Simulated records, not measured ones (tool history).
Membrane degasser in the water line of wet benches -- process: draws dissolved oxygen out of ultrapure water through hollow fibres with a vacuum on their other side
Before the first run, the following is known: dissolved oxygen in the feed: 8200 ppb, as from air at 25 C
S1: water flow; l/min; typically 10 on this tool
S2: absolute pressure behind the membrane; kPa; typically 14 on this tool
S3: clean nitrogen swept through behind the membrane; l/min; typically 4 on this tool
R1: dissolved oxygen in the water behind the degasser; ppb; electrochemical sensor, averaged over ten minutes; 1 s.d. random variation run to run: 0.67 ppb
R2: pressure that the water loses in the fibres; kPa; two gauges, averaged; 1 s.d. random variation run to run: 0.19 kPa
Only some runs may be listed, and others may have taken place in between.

| run | hour | S1 | S2 | S3 | R1 | R2 |
|---|---|---|---|---|---|---|
| 1 | 0 | 10 | 14 | 4 | 85.7 | 42.29 |
| 2 | 308.3 | 9 | 14 | 4 | 74.6 | 38 |
| 3 | 547.9 | 9 | 14 | 4 | 75.3 | 38.16 |
| 4 | 765.2 | 9 | 14 | 7.14 | 47.3 | 38.31 |
| 5 | 950.3 | 9 | 14 | 7.14 | 47 | 38.34 |
| 6 | 1173.1 | 9 | 14 | 7.14 | 47.3 | 38.04 |
| 7 | 1430.9 | 9 | 14 | 7.14 | 48.5 | 38.51 |
|  | 1550.1 | vacuum gauge calibrated |
| 8 | 1721.9 | 10 | 21.2 | 4 | 132.7 | 42.6 |
| 9 | 1881.8 | 10 | 21.2 | 4 | 130.3 | 42.39 |
| 10 | 2044.6 | 10 | 21.2 | 4 | 130.9 | 42.61 |
|  | 2391.3 | seals of the vacuum lines changed |
| 11 | 2393.2 | 10 | 21.2 | 4 | 125.3 | 42.72 |
| 12 | 2647.1 | 10 | 21.2 | 4 | 125.4 | 42.96 |
| 13 | 2928.9 | 10 | 21.1 | 4 | 126.1 | 42.92 |
| 14 | 3139.1 | 10 | 21.1 | 4 | 127 | 42.93 |
| 15 | 3363.3 | 10 | 21.1 | 4 | 125.7 | 42.78 |
| 16 | 3630.1 | 10 | 19.9 | 4 | 118.3 | 42.79 |
| 17 | 3926.3 | 8 | 9.1 | 4 | 38.6 | 34.16 |
| 18 | 4094.8 | 8 | 9.1 | 4 | 38 | 34.53 |
| 19 | 4293.7 | 16 | 14 | 1.94 | 255.7 | 68.65 |
| 20 | 4539.3 | 7 | 14 | 5.91 | 38.1 | 29.94 |
| 21 | 4714.5 | 8 | 10.2 | 4.74 | 38.5 | 34.64 |
| 22 | 4883.5 | 9 | 24.4 | 4 | 132.3 | 38.77 |
| 23 | 5122.2 | 10 | 14 | 8.15 | 50.8 | 43.2 |
| 24 | 5340.2 | 10 | 28 | 1.78 | 347.5 | 43.31 |
| 25 | 5689.2 | 10 | 12.7 | 4.2 | 73.3 | 43.08 |
| 26 | 5880.5 | 14 | 16.9 | 4 | 155.4 | 60.1 |
| 27 | 6056 | 14 | 16.9 | 4 | 155.3 | 60.54 |
| 28 | 6339.1 | 6 | 12.8 | 4.68 | 35.1 | 26.13 |
| 29 | 6685.8 | 6 | 12.8 | 4.68 | 35.4 | 26 |
| 30 | 7031.4 | 7 | 14 | 10.5 | 25.1 | 30.44 |
| 31 | 7325.9 | 14 | 14 | 1.61 | 261 | 61.03 |
| 32 | 7569.9 | 14 | 14 | 1.61 | 263.6 | 60.55 |

Measured minus without-hidden-state, run by run (identical run-to-run variation in each term; gauge scatter may differ):
Unlogged tool condition in this case: membrane still open, %; true pressure behind the membrane over the reading, kPa; air that leaks in behind the membrane, l/min; drift of the gauge itself on oxygen_ppb, %; drift of the gauge itself on loss_of_pressure_kpa, %.
| run | R1 | R2 |
|---|---|---|
| 1 | +6.8 | +1.56 |
| 2 | +6.2 | +1.44 |
| 3 | +6.4 | +1.47 |
| 4 | +4.9 | +1.5 |
| 5 | +4.9 | +1.51 |
| 6 | +5 | +1.54 |
| 7 | +5.4 | +1.58 |
| 8 | +9.6 | +1.78 |
| 9 | +9.7 | +1.8 |
| 10 | +9.8 | +1.82 |
| 11 | +4.1 | +1.87 |
| 12 | +4.4 | +1.91 |
| 13 | +4.7 | +1.95 |
| 14 | +4.9 | +1.97 |
| 15 | +5.1 | +2 |
| 16 | +5.3 | +2.03 |
| 17 | +3.2 | +1.65 |
| 18 | +3.2 | +1.68 |
| 19 | +13.5 | +3.39 |
| 20 | +2.6 | +1.5 |
| 21 | +3.4 | +1.74 |
| 22 | +5.8 | +1.97 |
| 23 | +5.4 | +2.22 |
| 24 | +10.2 | +2.27 |
| 25 | +6.3 | +2.3 |
| 26 | +12 | +3.25 |
| 27 | +12.3 | +3.29 |
| 28 | +2.8 | +1.43 |
| 29 | +2.9 | +1.47 |
| 30 | +3 | +1.74 |
| 31 | +16 | +3.55 |
| 32 | +16.6 | +3.57 |
